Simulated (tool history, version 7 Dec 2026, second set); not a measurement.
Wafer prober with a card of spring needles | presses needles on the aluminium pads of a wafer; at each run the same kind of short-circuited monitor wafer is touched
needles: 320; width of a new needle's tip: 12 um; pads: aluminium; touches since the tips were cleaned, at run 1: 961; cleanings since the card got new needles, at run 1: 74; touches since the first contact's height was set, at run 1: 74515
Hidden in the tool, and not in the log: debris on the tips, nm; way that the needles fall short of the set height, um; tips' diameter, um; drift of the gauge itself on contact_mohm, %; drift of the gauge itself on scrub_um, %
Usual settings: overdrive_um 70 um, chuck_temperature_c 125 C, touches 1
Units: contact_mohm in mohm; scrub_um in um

run,hour,overdrive_um,chuck_temperature_c,touches,touches since the tips were cleaned,cleanings since the card got new needles,touches since the first contact's height was set,contact_mohm,scrub_um
1,0.0,70,125,1,961,74,74515,218,11.90
# hour 5.3: tips cleaned on abrasive film
# hour 13.9: tips cleaned on abrasive film
# hour 22.5: tips cleaned on abrasive film
# hour 30.4: tips cleaned on abrasive film
2,30.4,70,125,1,0,78,84863,206,11.59
# hour 39.2: tips cleaned on abrasive film
# hour 46.3: tips cleaned on abrasive film
3,50.6,70,125,1,1492,80,91736,234,11.45
# hour 54.2: tips cleaned on abrasive film
# hour 61.2: tips cleaned on abrasive film
# hour 68.3: tips cleaned on abrasive film
4,72.8,70,50,1,1559,83,99276,226,11.47
# hour 76.4: tips cleaned on abrasive film
# hour 85.0: tips cleaned on abrasive film
5,88.0,87,50,1,1056,85,104453,208,14.40
# hour 93.3: tips cleaned on abrasive film
# hour 101.9: tips cleaned on abrasive film
# hour 110.4: tips cleaned on abrasive film
# hour 117.4: tips cleaned on abrasive film
6,119.1,53,50,1,579,89,115021,220,8.27
# hour 121.2: height of the first contact set anew
# hour 126.3: tips cleaned on abrasive film
# hour 133.3: tips cleaned on abrasive film
7,134.7,69,29,1,454,91,4583,191,12.25
# hour 141.7: tips cleaned on abrasive film
# hour 150.4: tips cleaned on abrasive film
8,153.2,69,29,1,987,93,10904,209,12.05
# hour 158.5: tips cleaned on abrasive film
# hour 167.0: tips cleaned on abrasive film
# hour 172.3: tips cleaned on abrasive film, once more
# hour 180.7: tips cleaned on abrasive film
9,180.7,69,30,1,0,97,20220,181,11.93
# hour 189.4: tips cleaned on abrasive film
# hour 196.5: tips cleaned on abrasive film
# hour 204.9: tips cleaned on abrasive film
# hour 212.0: tips cleaned on abrasive film
10,213.6,69,56,1,575,101,31431,202,12.13

Forecast run 11:
# hour 220.7: tips cleaned on abrasive film
# hour 227.7: tips cleaned on abrasive film
# hour 236.0: tips cleaned on abrasive film
11,236.0,69,56,1,0,104,39019,?,?

{"run 11": {"contact_mohm": 190, "scrub_um": 12.04}}
Without the tool's hidden state the same run would have given contact_mohm 180 mohm, scrub_um 12.32 um.
